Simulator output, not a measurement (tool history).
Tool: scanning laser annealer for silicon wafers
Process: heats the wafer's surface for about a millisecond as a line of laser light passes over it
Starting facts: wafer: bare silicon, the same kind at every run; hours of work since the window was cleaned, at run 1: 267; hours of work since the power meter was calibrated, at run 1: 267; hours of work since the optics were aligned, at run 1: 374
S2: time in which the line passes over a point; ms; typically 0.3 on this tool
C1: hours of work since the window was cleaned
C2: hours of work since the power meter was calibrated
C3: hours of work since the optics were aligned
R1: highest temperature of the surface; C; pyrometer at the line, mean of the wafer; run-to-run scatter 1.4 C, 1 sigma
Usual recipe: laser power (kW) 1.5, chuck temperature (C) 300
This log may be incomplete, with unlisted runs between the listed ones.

run 1 hour=0 | laser_power_(kW)=1.5 S2=0.3 chuck_temperature_(C)=300 | C1=267 C2=267 C3=374 | R1=1108
run 2 hour=19.2 | laser_power_(kW)=1.5 S2=0.3 chuck_temperature_(C)=300 | C1=280 C2=280 C3=388 | R1=1104
run 3 hour=33.3 | laser_power_(kW)=1.5 S2=0.3 chuck_temperature_(C)=267 | C1=290 C2=290 C3=398 | R1=1070
run 4 hour=54.8 | laser_power_(kW)=1.5 S2=0.3 chuck_temperature_(C)=300 | C1=305 C2=305 C3=413 | R1=1105
run 5 hour=74.3 | laser_power_(kW)=1.5 S2=0.3 chuck_temperature_(C)=300 | C1=319 C2=319 C3=427 | R1=1103
run 6 hour=100.5 | laser_power_(kW)=1.5 S2=0.3 chuck_temperature_(C)=300 | C1=338 C2=338 C3=445 | R1=1102
run 7 hour=122.8 | laser_power_(kW)=1.402 S2=0.3 chuck_temperature_(C)=300 | C1=353 C2=353 C3=461 | R1=1052
run 8 hour=150 | laser_power_(kW)=1.5 S2=0.232 chuck_temperature_(C)=300 | C1=372 C2=372 C3=480 | R1=1017
run 9 hour=168.9 | laser_power_(kW)=1.513 S2=0.232 chuck_temperature_(C)=300 | C1=386 C2=386 C3=493 | R1=1021
run 10 hour=194 | laser_power_(kW)=1.5 S2=0.3 chuck_temperature_(C)=318 | C1=403 C2=403 C3=511 | R1=1121
run 11 hour=220 | laser_power_(kW)=1.5 S2=0.3 chuck_temperature_(C)=318 | C1=422 C2=422 C3=529 | R1=1119
run 12 hour=239.1 | laser_power_(kW)=1.5 S2=0.3 chuck_temperature_(C)=300 | C1=435 C2=435 C3=543 | R1=1101
run 13 hour=256.7 | laser_power_(kW)=1.5 S2=0.3 chuck_temperature_(C)=304 | C1=448 C2=448 C3=555 | R1=1103
-- hour=260.7 window over the wafer cleaned
run 14 hour=280.9 | laser_power_(kW)=1.5 S2=0.26 chuck_temperature_(C)=300 | C1=14 C2=463 C3=571 | R1=1052
run 15 hour=297.1 | laser_power_(kW)=1.5 S2=0.26 chuck_temperature_(C)=300 | C1=26 C2=475 C3=582 | R1=1050
run 16 hour=325.5 | laser_power_(kW)=1.538 S2=0.26 chuck_temperature_(C)=328 | C1=46 C2=495 C3=602 | R1=1097
run 17 hour=341.2 | laser_power_(kW)=1.278 S2=0.294 chuck_temperature_(C)=300 | C1=57 C2=506 C3=613 | R1=979
run 18 hour=352.8 | laser_power_(kW)=1.374 S2=0.356 chuck_temperature_(C)=302 | C1=65 C2=514 C3=622 | R1=1089
run 19 hour=375.1 | laser_power_(kW)=1.46 S2=0.36 chuck_temperature_(C)=307 | C1=81 C2=530 C3=637 | R1=1148
-- hour=380.1 window over the wafer cleaned, once more
run 20 hour=396.4 | laser_power_(kW)=1.533 S2=0.36 chuck_temperature_(C)=280 | C1=11 C2=543 C3=651 | R1=1173
run 21 hour=422.1 | laser_power_(kW)=1.359 S2=0.366 chuck_temperature_(C)=270 | C1=30 C2=561 C3=669 | R1=1068
run 22 hour=434.5 | laser_power_(kW)=1.359 S2=0.366 chuck_temperature_(C)=270 | C1=38 C2=570 C3=678 | R1=1071
run 23 hour=446.8 | laser_power_(kW)=1.578 S2=0.225 chuck_temperature_(C)=270 | C1=47 C2=579 C3=686 | R1=1019
run 24 hour=466.8 | laser_power_(kW)=1.578 S2=0.225 chuck_temperature_(C)=270 | C1=61 C2=593 C3=700 | R1=1019
run 25 hour=490.2 | laser_power_(kW)=1.42 S2=0.379 chuck_temperature_(C)=284 | C1=78 C2=609 C3=717 | R1=1130
run 26 hour=513.1 | laser_power_(kW)=1.42 S2=0.379 chuck_temperature_(C)=284 | C1=94 C2=625 C3=733 | R1=1131
run 27 hour=541.2 | laser_power_(kW)=1.42 S2=0.379 chuck_temperature_(C)=284 | C1=113 C2=645 C3=753 | R1=1130
run 28 hour=565.7 | laser_power_(kW)=1.353 S2=0.22 chuck_temperature_(C)=326 | C1=131 C2=662 C3=770 | R1=963
run 29 hour=594 | laser_power_(kW)=1.525 S2=0.228 chuck_temperature_(C)=300 | C1=151 C2=682 C3=790 | R1=1028
run 30 hour=617.6 | laser_power_(kW)=1.473 S2=0.3 chuck_temperature_(C)=300 | C1=167 C2=699 C3=807 | R1=1091

Entry by entry between the runs, the difference in hidden state between the last listed run before and the first listed run after:
After run 13, before run 14: window over the wafer cleaned (hour 260.7)
  light that passes the window, % of a clean one's: 98.72 -> 98.51; laser's true power over the reading, %: 0.43 -> 0.44; width of the line over the set one, %: 0.77 -> 0.79
  measured value less the no-hidden-state value, R1: -11 -> -11 C
After run 19, before run 20: window over the wafer cleaned, once more (hour 380.1)
  light that passes the window, % of a clean one's: 98.35 -> 99.8; laser's true power over the reading, %: 0.48 -> 0.49; width of the line over the set one, %: 0.88 -> 0.9
  measured value less the no-hidden-state value, R1: -14 -> -2 C
